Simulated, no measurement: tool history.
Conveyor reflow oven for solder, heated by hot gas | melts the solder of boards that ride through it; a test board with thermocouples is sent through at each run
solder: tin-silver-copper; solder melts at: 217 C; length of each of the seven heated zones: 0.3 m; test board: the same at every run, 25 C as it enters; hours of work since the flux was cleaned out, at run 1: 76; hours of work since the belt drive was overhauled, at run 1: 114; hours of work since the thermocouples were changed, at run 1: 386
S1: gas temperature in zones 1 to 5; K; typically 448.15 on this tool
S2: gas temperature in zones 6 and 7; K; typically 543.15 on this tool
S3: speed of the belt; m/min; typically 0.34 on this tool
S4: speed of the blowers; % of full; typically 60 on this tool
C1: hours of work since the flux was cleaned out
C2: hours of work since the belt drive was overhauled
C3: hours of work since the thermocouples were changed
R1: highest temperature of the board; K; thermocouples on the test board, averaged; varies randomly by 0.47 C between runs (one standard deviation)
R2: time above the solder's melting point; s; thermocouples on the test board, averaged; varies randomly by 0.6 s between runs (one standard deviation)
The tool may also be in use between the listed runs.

run   hour      S1      S2     S3  S4   C1   C2   C3      R1     R2
  1      0  448.15  543.15   0.34  60   76  114  386  526.05   79.7
  2   14.7  448.15  543.15   0.34  60   85  123  395  524.45   79.2
  3   28.9  448.15  543.15   0.34  60   93  132  403  525.15   79.5
  4   38.7  448.15  543.15   0.34  60   99  138  409  525.15   79.9
  5   51.1  448.15  543.15   0.34  60  107  145  417  524.85   79.2
  6   62.3  448.15  543.15   0.34  60  114  152  424  524.85   78.8
  7   73.4  448.15  543.15   0.34  60  121  159  430  524.85     79
  8   88.6  448.15  543.15  0.406  60  130  168  440  518.15   56.7
  9   97.6  448.15  543.15  0.406  60  135  174  445  518.65   57.6
 10  105.3  448.15  543.15  0.406  60  140  178  450  518.25   58.2
 11  120.1  448.15  543.15   0.34  62  149  187  459  524.45   79.3
 12  128.2  448.15  543.15   0.34  62  154  192  464  525.45   78.8
 13    135  448.15  543.15   0.34  62  158  196  468  525.95   78.1
 14  149.7  448.15  543.15  0.325  80  167  205  477  531.25   89.6
 15  157.8  448.15  543.15  0.325  69  172  210  482  527.95   86.6
 16  172.1  448.15  543.15  0.354  60  181  219  491  522.75     73
 17    179  448.15  555.15  0.291  62  185  223  495  539.55  107.4
 18    191  448.15  555.15  0.291  62  192  231  502  539.85  107.2
 19  201.8  438.15  555.15  0.282  62  199  237  509  540.05  106.1
 20  216.9  438.15  555.15  0.282  62  208  246  518  540.25  106.4
 21  229.3  460.15  535.15  0.341  63  216  254  526  519.55   80.1
 22  239.6  448.15  543.15  0.291  60  222  260  532  529.55   96.1
 23    246  448.15  543.15  0.291  60  226  264  536  528.85   97.1
 24  252.4  448.15  543.15  0.395  79  230  268  540  524.25   66.4
 25  267.9  457.15  550.15  0.395  79  239  278  549  530.75   76.4

Branching from run 25: 4 alternative next runs. What would each branch give?
  A  278.9  462.15  550.15  0.395  79  246  284  556   ?   ?
  B  278.9  461.15  536.15  0.395  79  246  284  556   ?   ?
  C  278.9  457.15  533.15  0.397  62  246  284  556   ?   ?
  D  278.9  448.15  554.15  0.331  60  246  284  556   ?   ?

run      R1    R2
  A  532.25  79.7
  B  520.05  70.4
  C  512.75  56.2
  D  533.25    89
With no hidden state in the tool, these same runs would have given:
run      R1    R2
  A  536.25  82.4
  B  523.65  74.4
  C  516.25  61.5
  D  536.95    92
